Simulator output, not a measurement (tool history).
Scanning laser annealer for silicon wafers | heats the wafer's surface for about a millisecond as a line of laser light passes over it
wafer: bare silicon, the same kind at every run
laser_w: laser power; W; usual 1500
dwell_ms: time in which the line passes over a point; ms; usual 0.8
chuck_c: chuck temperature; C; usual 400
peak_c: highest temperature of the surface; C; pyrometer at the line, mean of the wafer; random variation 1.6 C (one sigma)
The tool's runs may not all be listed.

run 1 hour=0 | laser_w=1500 dwell_ms=0.8 chuck_c=400 | peak_c=1134
run 2 hour=68.3 | laser_w=1376 dwell_ms=0.8 chuck_c=400 | peak_c=1060
run 3 hour=109.5 | laser_w=1376 dwell_ms=0.8 chuck_c=400 | peak_c=1060
run 4 hour=147.3 | laser_w=1500 dwell_ms=0.8 chuck_c=400 | peak_c=1128
run 5 hour=208.6 | laser_w=1500 dwell_ms=0.8 chuck_c=400 | peak_c=1123
run 6 hour=284.1 | laser_w=1500 dwell_ms=0.8 chuck_c=400 | peak_c=1122
-- hour=294.3 laser's power meter calibrated
-- hour=313.1 optics aligned, line set to its width
run 7 hour=336.8 | laser_w=1500 dwell_ms=0.565 chuck_c=400 | peak_c=1008
-- hour=384.1 window over the wafer cleaned
run 8 hour=385.6 | laser_w=1500 dwell_ms=0.565 chuck_c=400 | peak_c=1022
-- hour=419.3 laser's power meter calibrated, once more
run 9 hour=433 | laser_w=1500 dwell_ms=0.8 chuck_c=400 | peak_c=1142
run 10 hour=514.2 | laser_w=1500 dwell_ms=0.8 chuck_c=400 | peak_c=1140
run 11 hour=558.6 | laser_w=1500 dwell_ms=0.8 chuck_c=410 | peak_c=1148
run 12 hour=628.6 | laser_w=1451 dwell_ms=0.588 chuck_c=414 | peak_c=1004
run 13 hour=700.6 | laser_w=1486 dwell_ms=0.654 chuck_c=420 | peak_c=1066
run 14 hour=741 | laser_w=1486 dwell_ms=0.654 chuck_c=420 | peak_c=1065
run 15 hour=793.4 | laser_w=1500 dwell_ms=0.91 chuck_c=388 | peak_c=1171
-- hour=856.8 window over the wafer cleaned
run 16 hour=864.3 | laser_w=1500 dwell_ms=0.91 chuck_c=388 | peak_c=1186
run 17 hour=919.8 | laser_w=1367 dwell_ms=0.629 chuck_c=435 | peak_c=1010
run 18 hour=999.6 | laser_w=1316 dwell_ms=0.813 chuck_c=400 | peak_c=1039
run 19 hour=1061.5 | laser_w=1316 dwell_ms=0.813 chuck_c=400 | peak_c=1034
run 20 hour=1136.6 | laser_w=1460 dwell_ms=0.728 chuck_c=429 | peak_c=1096

3 ways to go on from here, each from the tool as it stands after run 20. What would each give?
run A hour=1210.7 | laser_w=1324 dwell_ms=0.728 chuck_c=403 | peak_c=?
run B hour=1210.7 | laser_w=1487 dwell_ms=0.728 chuck_c=429 | peak_c=?
run C hour=1210.7 | laser_w=1500 dwell_ms=0.858 chuck_c=362 | peak_c=?

run=A peak_c=1001
run=B peak_c=1110
run=C peak_c=1118
Without the tool's hidden state the same runs would have given:
run=A peak_c=1015
run=B peak_c=1126
run=C peak_c=1136
